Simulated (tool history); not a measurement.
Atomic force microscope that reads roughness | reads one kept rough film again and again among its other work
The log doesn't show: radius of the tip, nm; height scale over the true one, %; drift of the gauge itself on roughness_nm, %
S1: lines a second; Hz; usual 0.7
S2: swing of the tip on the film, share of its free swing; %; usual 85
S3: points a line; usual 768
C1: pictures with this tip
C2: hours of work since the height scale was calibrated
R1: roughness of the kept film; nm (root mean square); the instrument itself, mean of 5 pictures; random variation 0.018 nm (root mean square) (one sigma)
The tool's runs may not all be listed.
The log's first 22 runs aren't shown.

run,hour,S1,S2,S3,C1,C2,R1
23,266.1,3.155,68,768,36,167,4.424
24,280.9,0.7,57,433,57,176,4.562
25,288.2,0.7,57,433,68,181,4.589
26,302.5,0.7,57,867,89,190,4.592
27,314.7,1.06,61,982,106,197,4.575
28,328.2,1.06,61,982,126,205,4.575
29,344,1.37,56,768,149,215,4.554
# hour 348.1: new tip fitted
30,355.9,1.37,56,768,11,222,4.578
31,368.3,0.652,71,1002,29,229,4.577
32,380.4,0.916,74,273,46,237,4.484
33,395.9,0.502,74,870,69,246,4.559

3 ways to go on from here, each from the tool as it stands after run 33. What would each give?
A,408,1.582,74,870,86,253,?
B,408,0.925,77,768,86,253,?
C,408,1.161,82,537,86,253,?

run,R1
A,4.476
B,4.524
C,4.432
Without the tool's hidden state the same runs would have given:
run,R1
A,4.487
B,4.535
C,4.443
